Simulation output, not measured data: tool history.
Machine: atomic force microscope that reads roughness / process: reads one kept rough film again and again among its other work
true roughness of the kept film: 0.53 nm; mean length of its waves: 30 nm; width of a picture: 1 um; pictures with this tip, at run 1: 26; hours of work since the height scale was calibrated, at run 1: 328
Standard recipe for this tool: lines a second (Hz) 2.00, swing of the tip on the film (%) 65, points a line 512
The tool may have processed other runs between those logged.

run,hour,lines a second (Hz),swing of the tip on the film (%),points a line,pictures with this tip,hours of work since the height scale was calibrated,roughness of the kept film (nm (root mean square))
1,0.0,2.00,65,512,26,328,0.479
2,12.4,2.00,65,512,49,335,0.474
3,25.3,2.00,65,512,74,343,0.470
4,32.9,2.00,65,512,88,348,0.468
# hour 34.8: new tip fitted
5,40.7,2.00,65,512,11,352,0.483
6,53.4,2.00,65,512,35,360,0.475
7,62.6,2.00,65,512,52,365,0.472
8,78.4,2.00,65,512,82,375,0.467
# hour 82.3: new tip fitted
9,88.7,2.00,65,512,12,381,0.480
10,103.0,2.00,65,512,39,390,0.477
11,110.4,2.00,87,512,53,394,0.404
12,118.9,2.00,65,512,69,399,0.465
# hour 129.7: new tip fitted
13,133.2,2.00,65,512,6,408,0.477
14,140.9,2.00,65,512,21,412,0.477
15,153.7,2.00,65,512,45,420,0.472
16,162.0,2.00,65,512,61,425,0.470
17,170.9,2.00,65,512,78,431,0.467
# hour 177.2: new tip fitted
18,182.6,2.00,65,512,10,437,0.478
19,198.3,2.00,70,512,40,447,0.463
20,205.7,2.00,70,512,54,451,0.458
21,218.5,2.00,65,512,78,459,0.470
# hour 225.4: new tip fitted
22,228.0,2.00,65,512,5,465,0.481
23,235.7,2.00,65,536,20,469,0.480
24,248.4,2.00,65,314,44,477,0.473
25,263.0,2.00,65,314,71,486,0.467
# hour 273.2: new tip fitted
26,276.5,2.00,78,512,6,494,0.446
27,285.5,2.00,78,512,23,499,0.442
28,298.7,2.00,66,266,48,507,0.467
29,311.6,2.00,66,266,72,515,0.462
30,318.8,0.76,87,275,86,520,0.452
# hour 321.4: new tip fitted
31,330.7,2.00,64,654,17,526,0.485
32,339.1,2.00,64,654,34,532,0.478
33,352.6,2.00,64,654,59,540,0.477
34,363.5,2.00,64,654,80,546,0.474
# hour 369.4: new tip fitted
35,371.0,2.34,65,618,3,551,0.475
36,381.1,2.34,65,618,22,557,0.475
37,391.7,3.50,81,528,42,563,0.381
38,399.3,2.00,80,512,57,568,0.430
39,410.0,2.00,80,512,77,574,0.428
# hour 417.0: new tip fitted
40,420.9,2.00,56,305,8,581,0.498
41,429.3,2.37,65,259,23,586,0.466
42,438.7,2.37,78,519,41,591,0.431
43,449.6,2.37,78,519,62,598,0.423
44,461.9,2.37,78,519,85,606,0.420
# hour 465.3: new tip fitted
45,478.2,2.37,78,519,24,615,0.431
46,491.9,1.74,65,512,50,623,0.479
47,502.8,1.74,64,512,71,630,0.478
# hour 513.5: new tip fitted
48,517.6,1.74,64,512,8,639,0.485
49,528.3,0.93,58,451,28,645,0.506
50,537.3,0.57,81,434,45,651,0.487
51,550.9,1.89,71,1016,71,659,0.457
52,559.3,2.30,85,983,87,664,0.399
# hour 560.8: new tip fitted
53,569.9,1.78,78,563,17,670,0.451
54,579.0,2.00,88,720,34,676,0.404

Consider 3 possible next runs. They are alternatives, not a sequence: every one starts from the tool as it was left by run 54. What does each give?
A,588.1,0.50,65,512,51,681,?
B,588.1,2.00,65,501,51,681,?
C,588.1,2.88,88,720,51,681,?

run,roughness of the kept film (nm (root mean square))
A,0.504
B,0.472
C,0.367
With the hidden condition removed and each run's random variation left untouched, the same runs would have given:
run,roughness of the kept film (nm (root mean square))
A,0.509
B,0.477
C,0.370

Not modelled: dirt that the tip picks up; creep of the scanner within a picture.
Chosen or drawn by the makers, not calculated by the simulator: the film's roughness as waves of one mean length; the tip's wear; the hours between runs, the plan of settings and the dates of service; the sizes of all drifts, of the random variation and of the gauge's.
